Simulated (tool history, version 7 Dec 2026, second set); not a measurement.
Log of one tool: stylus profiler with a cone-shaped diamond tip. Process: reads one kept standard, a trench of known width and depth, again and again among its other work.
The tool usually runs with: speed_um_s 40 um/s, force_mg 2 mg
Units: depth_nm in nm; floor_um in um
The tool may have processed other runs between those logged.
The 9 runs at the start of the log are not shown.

run	hour	speed_um_s	force_mg	depth_nm	floor_um
10	477.3	40	3.4	101.77	26.63
# hour 483: new tip fitted, height scale calibrated
11	531.6	40	3.4	101.62	27.77
12	568.2	40	3.4	101.62	27.73
13	638.6	40	3.4	101.65	27.74
14	712.3	40	2	101.18	27.62
15	778.3	40	3.92	101.81	27.7
16	821.6	37	2.17	101.22	27.63
17	864.4	37	2.17	101.25	27.56
18	917.5	37	2.17	101.26	27.55
19	989.3	14	2.82	101.48	27.69
20	1049.3	10	2.47	101.37	27.74
21	1105.9	21	0.96	100.74	27.54
22	1170.9	110	1.8	101.11	26.86
23	1217.8	47	0.73	100.67	27.11
24	1285.2	47	0.73	100.69	27.17
25	1326.8	152	1.24	100.9	26.22
26	1387.8	152	1.24	100.95	26.25
27	1464.6	90	2	101.24	26.9
28	1541.9	50	1.77	101.16	27.23
29	1577.6	14	1.52	101.05	27.45
30	1648.4	14	1.52	101.08	27.46

Consider 3 possible next runs. They are alternatives, not a sequence: every one starts from the tool as it was left by run 30. What does each give?
A	1687	64	1.07	?	?
B	1687	40	4.87	?	?
C	1687	40	0.76	?	?

run	depth_nm	floor_um
A	100.89	26.97
B	102.19	27.36
C	100.71	27.11
With no hidden state in the tool, these same runs would have given:
run	depth_nm	floor_um
A	100.74	27.43
B	102.04	27.82
C	100.56	27.57
